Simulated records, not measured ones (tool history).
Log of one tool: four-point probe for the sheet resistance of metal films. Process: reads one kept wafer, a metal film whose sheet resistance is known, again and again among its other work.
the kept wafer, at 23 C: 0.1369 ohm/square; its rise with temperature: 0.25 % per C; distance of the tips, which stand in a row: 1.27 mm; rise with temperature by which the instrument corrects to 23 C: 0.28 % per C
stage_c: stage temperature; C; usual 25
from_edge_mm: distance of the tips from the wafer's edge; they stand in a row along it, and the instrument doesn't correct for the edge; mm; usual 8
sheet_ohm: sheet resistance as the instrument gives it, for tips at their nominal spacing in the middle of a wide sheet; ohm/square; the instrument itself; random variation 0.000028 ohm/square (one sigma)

Run 1, day 0.000: usual settings. Result: sheet_ohm 0.138648 ohm/square.
Run 2, day 1.308: usual settings. Result: sheet_ohm 0.138685 ohm/square.
Run 3, day 2.554: usual settings but from_edge_mm 6 mm. Result: sheet_ohm 0.140030 ohm/square.
Run 4, day 3.979: usual settings. Result: sheet_ohm 0.138674 ohm/square.
Run 5, day 5.796: usual settings. Result: sheet_ohm 0.138694 ohm/square.
Run 6, day 7.183: usual settings. Result: sheet_ohm 0.138672 ohm/square.
Run 7, day 9.183: usual settings but stage_c 34 C. Result: sheet_ohm 0.138354 ohm/square.
Run 8, day 10.338: usual settings but stage_c 34 C. Result: sheet_ohm 0.138375 ohm/square.
Run 9, day 11.733: usual settings but stage_c 34 C. Result: sheet_ohm 0.138363 ohm/square.
Run 10, day 12.733: usual settings. Result: sheet_ohm 0.138677 ohm/square.
Run 11, day 13.758: usual settings. Result: sheet_ohm 0.138677 ohm/square.
Run 12, day 15.946: usual settings but from_edge_mm 4 mm. Result: sheet_ohm 0.143831 ohm/square.
Run 13, day 18.092: usual settings. Result: sheet_ohm 0.138681 ohm/square.
Run 14, day 19.650: usual settings. Result: sheet_ohm 0.138686 ohm/square.
Run 15, day 21.821: usual settings. Result: sheet_ohm 0.138659 ohm/square.
Run 16, day 23.933: usual settings. Result: sheet_ohm 0.138654 ohm/square.
Run 17, day 25.179: usual settings. Result: sheet_ohm 0.138681 ohm/square.
Run 18, day 27.483: usual settings. Result: sheet_ohm 0.138710 ohm/square.
Run 19, day 29.629: usual settings. Result: sheet_ohm 0.138629 ohm/square.
Run 20, day 30.629: usual settings. Result: sheet_ohm 0.138644 ohm/square.
Run 21, day 32.688: usual settings. Result: sheet_ohm 0.138673 ohm/square.
Run 22, day 34.746: usual settings but from_edge_mm 53 mm. Result: sheet_ohm 0.136864 ohm/square.
Run 23, day 36.250: usual settings but from_edge_mm 25 mm. Result: sheet_ohm 0.137009 ohm/square.
Run 24, day 37.521: usual settings but stage_c 26 C, from_edge_mm 4 mm. Result: sheet_ohm 0.143831 ohm/square.
Run 25, day 38.525: usual settings but stage_c 22 C. Result: sheet_ohm 0.138779 ohm/square.
Run 26, day 39.996: usual settings but stage_c 32 C, from_edge_mm 7 mm. Result: sheet_ohm 0.138939 ohm/square.
Run 27, day 42.150: usual settings but stage_c 24 C, from_edge_mm 29 mm. Result: sheet_ohm 0.136995 ohm/square.
Run 28, day 43.450: usual settings but stage_c 30 C, from_edge_mm 20 mm. Result: sheet_ohm 0.136925 ohm/square.
Run 29, day 44.679: usual settings but stage_c 30 C, from_edge_mm 20 mm. Result: sheet_ohm 0.136946 ohm/square.
Run 30, day 47.038: usual settings but stage_c 29 C, from_edge_mm 29 mm. Result: sheet_ohm 0.136807 ohm/square.
Run 31, day 49.246: usual settings but stage_c 32 C, from_edge_mm 49 mm. Result: sheet_ohm 0.136644 ohm/square.
Run 32, day 50.804: usual settings but stage_c 32 C, from_edge_mm 49 mm. Result: sheet_ohm 0.136635 ohm/square.
Run 33, day 52.229: usual settings but stage_c 24 C, from_edge_mm 49 mm. Result: sheet_ohm 0.136903 ohm/square.
Run 34, day 54.262: usual settings but stage_c 32 C, from_edge_mm 14 mm. Result: sheet_ohm 0.137241 ohm/square.
Run 35, day 55.679: usual settings but stage_c 19 C, from_edge_mm 11 mm. Result: sheet_ohm 0.138067 ohm/square.
Run 36, day 57.383: usual settings but from_edge_mm 68 mm. Result: sheet_ohm 0.136846 ohm/square.
Run 37, day 58.792: usual settings but stage_c 33 C, from_edge_mm 18 mm. Result: sheet_ohm 0.136941 ohm/square.
Run 38, day 60.267: usual settings but stage_c 28 C. Result: sheet_ohm 0.138546 ohm/square.
Run 39, day 61.704: usual settings but stage_c 23 C, from_edge_mm 67 mm. Result: sheet_ohm 0.136907 ohm/square.
Run 40, day 64.029: usual settings but stage_c 29 C, from_edge_mm 34 mm. Result: sheet_ohm 0.136785 ohm/square.
Run 41, day 66.092: usual settings but stage_c 29 C, from_edge_mm 34 mm. Result: sheet_ohm 0.136766 ohm/square.
Run 42, day 67.488: usual settings but stage_c 29 C, from_edge_mm 34 mm. Result: sheet_ohm 0.136797 ohm/square.
Run 43, day 69.492: usual settings but stage_c 24 C, from_edge_mm 13 mm. Result: sheet_ohm 0.137578 ohm/square.
Run 44, day 70.654: usual settings but stage_c 24 C, from_edge_mm 4 mm. Result: sheet_ohm 0.143931 ohm/square.
Run 45, day 73.071: usual settings but stage_c 31 C, from_edge_mm 44 mm. Result: sheet_ohm 0.136696 ohm/square.
Run 46, day 74.233: usual settings but stage_c 34 C, from_edge_mm 4 mm. Result: sheet_ohm 0.143532 ohm/square.

3 ways to go on from here, each from the tool as it stands after run 46. What would each give?
Run A, day 75.721: usual settings but stage_c 22 C, from_edge_mm 4 mm. Result: sheet_ohm ?.
Run B, day 75.721: usual settings but stage_c 18 C, from_edge_mm 4 mm. Result: sheet_ohm ?.
Run C, day 75.721: usual settings but stage_c 26 C, from_edge_mm 3 mm. Result: sheet_ohm ?.

run  sheet_ohm
  A   0.143947
  B   0.144037
  C   0.148672
Without the tool's hidden state the same runs would have given:
run  sheet_ohm
  A   0.143961
  B   0.144052
  C   0.148686

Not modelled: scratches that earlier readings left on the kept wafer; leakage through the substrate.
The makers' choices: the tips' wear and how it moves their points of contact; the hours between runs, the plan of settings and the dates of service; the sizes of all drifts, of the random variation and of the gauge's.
